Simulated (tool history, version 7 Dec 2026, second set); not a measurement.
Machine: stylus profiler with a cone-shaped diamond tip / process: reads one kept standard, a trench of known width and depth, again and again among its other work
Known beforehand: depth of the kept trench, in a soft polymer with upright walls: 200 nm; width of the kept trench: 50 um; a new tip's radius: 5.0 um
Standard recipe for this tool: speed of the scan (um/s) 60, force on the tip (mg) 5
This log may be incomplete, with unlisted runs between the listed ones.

run    hour  speed of the scan (um/s)  force on the tip (mg)  depth of the trench (nm)  width of the trench's floor (µm)
  1       0                        60                      5                       204                             47.08
  2    49.9                        60                      5                    203.95                             47.07
  3    87.4                       140                      5                    203.98                             46.89
  4   127.1                        60                      5                    204.04                             47.03
  5   150.8                        60                      5                    203.96                              47.1
  6   183.1                        60                   1.96                    202.03                             47.01
  7   226.1                        60                   4.84                    203.94                             47.12
  8   263.9                        60                      5                    204.05                              47.1
  9   307.3                        60                      5                    203.98                             47.07
 10     337                        60                   5.78                    204.44                             47.05
 11   362.4                        60                   5.78                     204.4                             47.09
 12   414.7                        60                      5                    204.02                             47.08
 13   462.6                        60                      5                    203.97                              47.1
 14   493.6                        60                      5                    203.93                             47.04
 15   518.9                        60                      5                    203.98                             47.13
 16   557.6                        60                      5                    203.95                             47.14
 17   588.3                       158                      5                    203.96                             46.81
 18   634.7                       158                      5                    204.08                             46.81
 19   665.6                       204                  11.54                    207.02                             46.88
 20   688.5                        17                   2.86                    202.76                             47.14
 21   716.8                       176                   2.05                    202.19                             46.61
 22   758.3                       176                   2.05                    202.18                             46.62
 23   787.9                        33                   2.05                    202.12                             47.03
 24   818.2                        33                   2.05                    202.14                              47.1
 25   869.8                        39                    2.5                    202.57                             47.05
 26     895                       232                      5                    203.99                             46.64
 27   940.5                        59                      5                       204                             47.12
 28   987.5                        59                   9.53                    206.09                             47.13
 29  1037.1                        59                   9.53                    206.13                             47.06
 30  1075.5                       126                   1.77                    201.93                             46.77
 31  1106.2                        67                   2.77                    202.59                             46.99
 32  1152.9                        67                   2.77                    202.67                                47
 33  1183.5                        33                  10.03                    206.43                             47.13
 34  1229.2                        33                  10.03                    206.38                             47.19

Here are 5 independent what-if runs from the current tool condition. What would each one return?
  A  1266.2                       163                  12.44                         ?                                 ?
  B  1266.2                        37                   1.98                         ?                                 ?
  C  1266.2                       108                   2.88                         ?                                 ?
  D  1266.2                       212                  14.05                         ?                                 ?
  E  1266.2                        33                  10.03                         ?                                 ?

run  depth of the trench (nm)  width of the trench's floor (µm)
  A                    207.37                             46.94
  B                    202.12                             47.08
  C                    202.82                             46.88
  D                    207.95                             46.86
  E                     206.3                              47.2
The same runs, with their run-to-run variation unchanged, on a tool lacking any hidden condition would have given:
run  depth of the trench (nm)  width of the trench's floor (µm)
  A                    207.37                             46.95
  B                    202.13                             47.09
  C                    202.83                             46.89
  D                    207.95                             46.87
  E                     206.3                             47.21
